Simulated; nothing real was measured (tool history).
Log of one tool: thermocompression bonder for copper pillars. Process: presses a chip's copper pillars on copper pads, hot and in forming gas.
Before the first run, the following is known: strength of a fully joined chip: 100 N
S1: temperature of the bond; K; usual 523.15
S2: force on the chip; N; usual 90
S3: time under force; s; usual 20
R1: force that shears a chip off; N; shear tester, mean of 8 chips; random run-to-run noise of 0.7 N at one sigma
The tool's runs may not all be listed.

Run 1, hour 0: usual settings. Result: R1 56.7 N.
Run 2, hour 25.8: usual settings. Result: R1 54.4 N.
Run 3, hour 49.5: usual settings. Result: R1 55.7 N.
Run 4, hour 70.8: usual settings but S3 18 s. Result: R1 53.5 N.
Run 5, hour 88.8: usual settings but S3 52 s. Result: R1 71.5 N.
Run 6, hour 100.7: usual settings but S3 52 s. Result: R1 72.3 N.
Run 7, hour 123.4: usual settings but S3 52 s. Result: R1 72.8 N.
Run 8, hour 144.8: usual settings but S3 52 s. Result: R1 71.9 N.
Run 9, hour 174.6: usual settings but S2 118 N. Result: R1 65.2 N.
Run 10, hour 187.1: usual settings but S3 10 s. Result: R1 44.3 N.
At hour 191.5: heater calibrated with a thermocouple chip.
Run 11, hour 211.8: usual settings but S1 499.15 K, S3 34 s. Result: R1 53 N.
Run 12, hour 231.5: usual settings but S1 496.15 K, S2 92 N, S3 17 s. Result: R1 41.8 N.
Run 13, hour 260: usual settings but S1 496.15 K, S2 92 N, S3 17 s. Result: R1 41.3 N.
Run 14, hour 272.7: usual settings but S1 537.15 K, S2 131 N, S3 18 s. Result: R1 74.4 N.

The next listed run, before its measurement:
Run 15, hour 291.2: usual settings but S1 522.15 K, S2 108 N, S3 42 s. Result: R1 ?.

Run 15 came out at R1 75.1 N.
Minus the tool's unlogged condition, the same run would have read R1 69.7 N.

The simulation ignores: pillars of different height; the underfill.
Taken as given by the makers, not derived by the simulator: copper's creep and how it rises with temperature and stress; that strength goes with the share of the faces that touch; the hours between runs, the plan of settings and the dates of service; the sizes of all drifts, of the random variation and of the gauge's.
